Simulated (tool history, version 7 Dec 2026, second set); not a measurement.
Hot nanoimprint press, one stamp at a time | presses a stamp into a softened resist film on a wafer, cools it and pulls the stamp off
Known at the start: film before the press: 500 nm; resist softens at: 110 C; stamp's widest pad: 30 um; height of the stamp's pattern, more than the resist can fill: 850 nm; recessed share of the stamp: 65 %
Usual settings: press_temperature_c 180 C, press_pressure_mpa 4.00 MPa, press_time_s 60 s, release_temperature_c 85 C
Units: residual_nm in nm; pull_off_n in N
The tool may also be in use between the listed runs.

| run | day | press_temperature_c | press_pressure_mpa | press_time_s | release_temperature_c | residual_nm | pull_off_n |
|---|---|---|---|---|---|---|---|
| 1 | 0.000 | 180 | 4.00 | 60 | 85 | 289.1 | 141 |
| 2 | 0.858 | 180 | 4.00 | 60 | 85 | 287.8 | 145 |
| 3 | 1.767 | 180 | 4.00 | 60 | 85 | 288.2 | 142 |
| 4 | 2.483 | 180 | 4.00 | 60 | 85 | 286.9 | 140 |
| 5 | 3.371 | 180 | 4.00 | 90 | 85 | 251.4 | 142 |
| 6 | 4.096 | 173 | 4.00 | 90 | 85 | 324.2 | 143 |
| 7 | 4.962 | 180 | 4.00 | 60 | 78 | 287.3 | 164 |
| 8 | 5.633 | 180 | 4.00 | 44 | 78 | 315.1 | 163 |
| 9 | 6.112 | 180 | 4.00 | 60 | 85 | 288.0 | 151 |
| 10 | 6.854 | 180 | 4.00 | 60 | 85 | 285.6 | 146 |
| 11 | 7.700 | 180 | 4.00 | 60 | 85 | 288.1 | 149 |
| 12 | 8.504 | 180 | 4.00 | 69 | 85 | 275.1 | 146 |
| 13 | 8.979 | 180 | 4.00 | 69 | 85 | 274.1 | 156 |
| 14 | 9.812 | 180 | 4.00 | 69 | 85 | 273.5 | 146 |
| 15 | 10.612 | 186 | 4.96 | 84 | 85 | 182.7 | 154 |
| 16 | 11.029 | 182 | 4.41 | 74 | 85 | 238.8 | 146 |
| 17 | 11.604 | 180 | 6.27 | 60 | 71 | 240.7 | 189 |
| 18 | 12.554 | 180 | 4.84 | 60 | 85 | 266.1 | 153 |
| 19 | 12.992 | 188 | 4.84 | 60 | 75 | 196.3 | 173 |
| 20 | 13.904 | 188 | 4.84 | 118 | 75 | 148.1 | 174 |
| 21 | 14.642 | 171 | 3.34 | 31 | 83 | 432.4 | 159 |
| 22 | 15.471 | 171 | 5.99 | 31 | 83 | 403.8 | 127 |
| 23 | 16.404 | 180 | 4.00 | 101 | 81 | 248.4 | 130 |
| 24 | 17.129 | 177 | 2.68 | 45 | 71 | 388.8 | 154 |
| 25 | 17.704 | 171 | 2.68 | 65 | 75 | 412.3 | 144 |
| 26 | 18.450 | 171 | 2.68 | 65 | 75 | 412.5 | 141 |
| 27 | 19.008 | 180 | 5.88 | 33 | 85 | 312.3 | 124 |

Taken out of this log: 3 entries between the listed runs. Where each belongs, and how the hidden state differs across it:
Between runs 19 and 20: plate thermocouple calibrated (day 13.183)
  true temperature over the reading, C: 0.82 -> 0.93; pressure that arrives at the usual setting, %: 98.26 -> 98.23; grip of the stamp's worn release coat, % over a new coat's: 28.7 -> 29.4
  measured less the result without the state, residual_nm: -4.4 -> -4.1 nm; pull_off_n: +37 -> +38 N
Between runs 21 and 22: plate thermocouple calibrated, once more (day 14.983); stamp cleaned and given a new release coat (day 15.471)
  true temperature over the reading, C: 0.94 -> -0.17; pressure that arrives at the usual setting, %: 98.21 -> 98.19; grip of the stamp's worn release coat, % over a new coat's: 30 -> 0
  measured less the result without the state, residual_nm: -5.0 -> +3.7 nm; pull_off_n: +35 -> +0 N

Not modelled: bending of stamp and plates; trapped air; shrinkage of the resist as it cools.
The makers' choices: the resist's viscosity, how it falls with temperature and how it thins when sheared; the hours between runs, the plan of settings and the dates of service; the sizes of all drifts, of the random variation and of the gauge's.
